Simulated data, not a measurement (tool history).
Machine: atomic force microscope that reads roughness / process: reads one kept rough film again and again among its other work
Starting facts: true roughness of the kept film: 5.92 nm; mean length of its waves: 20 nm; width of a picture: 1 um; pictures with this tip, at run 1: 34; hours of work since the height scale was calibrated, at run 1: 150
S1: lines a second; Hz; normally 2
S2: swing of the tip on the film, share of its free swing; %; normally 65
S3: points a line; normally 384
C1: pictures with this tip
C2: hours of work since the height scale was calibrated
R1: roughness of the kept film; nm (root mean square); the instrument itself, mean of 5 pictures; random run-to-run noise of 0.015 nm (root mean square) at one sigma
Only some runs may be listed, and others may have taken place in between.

run   hour    S1  S2   S3   C1   C2     R1
  1      0     2  65  384   34  150  2.657
  2      8     2  65  384   41  155  2.542
  3   15.2     2  56  384   48  159  2.468
  4   23.2     2  56  384   56  164  2.344
  5   29.7     2  65  384   62  168  2.224
  6   35.6     2  65  384   68  171  2.159
  7   41.4     2  65  384   73  174  2.082
  8   48.7     2  65  384   80  178  2.035
  9   57.9     2  65  384   89  184  1.936
 10   70.1     2  65  384  101  191  1.826
 11   76.8     2  65  384  107  195  1.772
 12     89     2  65  384  119  202  1.697
 13   99.2     2  65  350  129  208  1.623
 14    110     2  65  678  139  214  1.585
 15  117.5     2  65  678  146  218  1.556
     125.1  -- new tip fitted
 16  126.4     2  65  678    1  223   3.53
 17  131.9     2  65  678    7  226  3.359
 18  141.4  2.16  74  384   16  232  3.035
 19  149.8     2  65  612   24  236   2.95
 20  161.1     2  57  375   35  243  2.777
 21    174  0.92  59  586   47  250  2.614
 22  184.5     2  66  710   57  256  2.416
 23  197.2  1.05  82  414   69  264  2.216
 24  206.6  1.05  82  414   78  269  2.117
 25  218.1  2.65  82  414   89  276  1.886
 26  224.7     2  56  893   95  280  2.018
 27  232.2     2  56  726  103  284  1.937
 28  238.1     2  65  369  108  287  1.847
 29  244.8     2  65  333  115  291  1.781
 30    253  1.36  77  693  123  296  1.709

Predict the results of run 31:
 31  263.9  0.58  73  543  133  302   ?

R1: 1.683 nm (root mean square)
Take away the tool's hidden state, keep the run-to-run variation as it was, and the same run would have given R1 3.639 nm (root mean square).
